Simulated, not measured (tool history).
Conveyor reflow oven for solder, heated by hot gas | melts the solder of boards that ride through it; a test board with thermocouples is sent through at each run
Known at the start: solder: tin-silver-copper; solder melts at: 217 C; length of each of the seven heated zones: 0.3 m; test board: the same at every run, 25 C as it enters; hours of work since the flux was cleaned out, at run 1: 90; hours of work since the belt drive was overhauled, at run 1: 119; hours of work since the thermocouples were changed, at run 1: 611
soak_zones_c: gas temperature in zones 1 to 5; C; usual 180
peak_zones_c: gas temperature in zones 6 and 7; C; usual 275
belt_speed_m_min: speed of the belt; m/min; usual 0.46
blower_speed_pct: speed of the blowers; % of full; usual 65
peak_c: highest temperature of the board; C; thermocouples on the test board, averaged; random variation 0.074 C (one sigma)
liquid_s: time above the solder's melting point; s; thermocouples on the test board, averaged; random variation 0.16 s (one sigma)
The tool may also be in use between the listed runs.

| run | day | soak_zones_c | peak_zones_c | belt_speed_m_min | blower_speed_pct | hours of work since the flux was cleaned out | hours of work since the belt drive was overhauled | hours of work since the thermocouples were changed | peak_c | liquid_s |
|---|---|---|---|---|---|---|---|---|---|---|
| 1 | 0 | 180 | 275 | 0.46 | 65 | 90 | 119 | 611 | 262.08 | 67.2 |
| 2 | 1.079 | 180 | 275 | 0.447 | 65 | 105 | 134 | 626 | 262.95 | 70.2 |
| 3 | 1.888 | 180 | 275 | 0.447 | 65 | 116 | 145 | 638 | 263.01 | 69.9 |
| 4 | 3 | 180 | 275 | 0.447 | 65 | 132 | 161 | 653 | 262.87 | 70.1 |
| 5 | 4.312 | 180 | 275 | 0.447 | 65 | 151 | 179 | 672 | 262.76 | 70 |
| 6 | 5.354 | 180 | 270 | 0.46 | 65 | 165 | 194 | 686 | 257.56 | 65.1 |
| 7 | 6.65 | 180 | 270 | 0.46 | 65 | 183 | 212 | 705 | 257.51 | 65.3 |
| 8 | 7.921 | 180 | 270 | 0.46 | 65 | 201 | 230 | 722 | 257.55 | 64.9 |
| 9 | 9.154 | 180 | 270 | 0.46 | 65 | 219 | 247 | 740 | 257.52 | 65.2 |
| 10 | 10.717 | 180 | 270 | 0.46 | 65 | 240 | 269 | 762 | 257.47 | 64.9 |
| 11 | 12.279 | 180 | 275 | 0.46 | 65 | 262 | 291 | 784 | 261.9 | 67.4 |
| 12 | 13.596 | 180 | 275 | 0.46 | 65 | 281 | 310 | 802 | 262 | 67.4 |
| 13 | 14.817 | 180 | 275 | 0.46 | 65 | 298 | 327 | 819 | 261.94 | 67.3 |
| 14 | 16.667 | 180 | 275 | 0.46 | 80 | 324 | 353 | 845 | 264.98 | 69.2 |
|  | 18.021 | flux residue cleaned out of gas plates and filters |
| 15 | 18.088 | 180 | 275 | 0.46 | 80 | 1 | 370 | 862 | 265.19 | 69.4 |
|  | 19.4 | thermocouples of zones 6 and 7 changed |
| 16 | 19.683 | 180 | 275 | 0.46 | 80 | 22 | 391 | 4 | 265.06 | 69.5 |
| 17 | 21.183 | 180 | 275 | 0.46 | 80 | 43 | 412 | 25 | 264.96 | 69.5 |
| 18 | 22.888 | 180 | 267 | 0.493 | 65 | 67 | 436 | 49 | 252.82 | 57.8 |
| 19 | 23.729 | 171 | 275 | 0.46 | 65 | 79 | 448 | 61 | 260.6 | 63.7 |
| 20 | 24.667 | 171 | 275 | 0.46 | 65 | 92 | 461 | 74 | 260.77 | 63.7 |
| 21 | 25.796 | 171 | 287 | 0.46 | 65 | 108 | 477 | 90 | 271.67 | 69.2 |
| 22 | 27.296 | 171 | 284 | 0.391 | 85 | 129 | 498 | 111 | 277.13 | 84.5 |
| 23 | 28.5 | 172 | 272 | 0.391 | 85 | 146 | 515 | 128 | 265.65 | 79.9 |
| 24 | 29.542 | 171 | 264 | 0.488 | 69 | 161 | 530 | 142 | 249.89 | 53.2 |
| 25 | 30.742 | 171 | 264 | 0.488 | 69 | 178 | 547 | 159 | 249.98 | 53.2 |
| 26 | 31.983 | 190 | 264 | 0.509 | 69 | 195 | 564 | 177 | 252.03 | 59 |
| 27 | 32.917 | 191 | 287 | 0.421 | 53 | 208 | 577 | 190 | 274.01 | 84.2 |
| 28 | 34.042 | 180 | 288 | 0.437 | 65 | 224 | 593 | 206 | 275.5 | 77.7 |
| 29 | 35.825 | 180 | 288 | 0.437 | 65 | 249 | 618 | 231 | 275.44 | 77.6 |
| 30 | 37.179 | 175 | 275 | 0.46 | 65 | 268 | 637 | 250 | 261.39 | 65.1 |
| 31 | 38.329 | 175 | 275 | 0.46 | 65 | 284 | 653 | 266 | 261.32 | 65.4 |

Forecast each of these 3 alternatives for the next run:
| A | 39.742 | 180 | 266 | 0.46 | 65 | 304 | 673 | 286 | ? | ? |
| B | 39.742 | 175 | 275 | 0.46 | 58 | 304 | 673 | 286 | ? | ? |
| C | 39.742 | 180 | 275 | 0.46 | 65 | 304 | 673 | 286 | ? | ? |

| run | peak_c | liquid_s |
|---|---|---|
| A | 253.75 | 62.6 |
| B | 259.41 | 63.8 |
| C | 261.97 | 67.3 |
Without the tool's hidden state the same runs would have given:
| run | peak_c | liquid_s |
|---|---|---|
| A | 253.76 | 62.6 |
| B | 259.43 | 63.8 |
| C | 261.99 | 67.3 |
